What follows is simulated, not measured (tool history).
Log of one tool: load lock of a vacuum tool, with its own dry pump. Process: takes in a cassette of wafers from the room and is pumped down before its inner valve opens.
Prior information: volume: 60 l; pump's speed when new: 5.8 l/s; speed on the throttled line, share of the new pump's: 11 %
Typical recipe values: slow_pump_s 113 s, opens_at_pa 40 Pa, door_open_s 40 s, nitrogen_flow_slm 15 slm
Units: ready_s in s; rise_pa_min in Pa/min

run,hour,slow_pump_s,opens_at_pa,door_open_s,nitrogen_flow_slm,"incoming humidity of the room's air, %",ready_s,rise_pa_min
1,0,113,40,40,15,44.1,181.8,0.153
2,147.1,113,40,40,15,42.7,182.4,0.154
3,286.4,113,40,40,15,43.2,182.4,0.162
4,516.2,113,46,40,15,47.3,181.2,0.184
5,677.8,113,46,40,15,42.1,180.9,0.185
6,804.3,113,37,40,15,39.9,183.3,0.192
7,1002.5,82,37,40,5,43.7,156.6,0.218
8,1254,82,37,40,5,45.7,157.6,0.227
9,1435,113,49,75,15,43.7,180.7,0.232
10,1619.8,157,64,30,34,41.9,217.9,0.219
11,1780.7,176,34,223,34,46.5,240.4,0.265
12,1916.9,57,40,124,15,42.1,133.5,0.274

3 options for the next run, each taken on its own from the tool as it stands now. Forecast them:
A,2107.5,113,36,27,15,43.1,?,?
B,2107.5,57,40,97,15,47,?,?
C,2107.5,184,40,141,15,44.9,?,?

run,ready_s,rise_pa_min
A,184.4,0.257
B,134.2,0.291
C,246.3,0.294
With no hidden state in the tool, these same runs would have given:
run,ready_s,rise_pa_min
A,181.9,0.017
B,131.5,0.048
C,244.1,0.052

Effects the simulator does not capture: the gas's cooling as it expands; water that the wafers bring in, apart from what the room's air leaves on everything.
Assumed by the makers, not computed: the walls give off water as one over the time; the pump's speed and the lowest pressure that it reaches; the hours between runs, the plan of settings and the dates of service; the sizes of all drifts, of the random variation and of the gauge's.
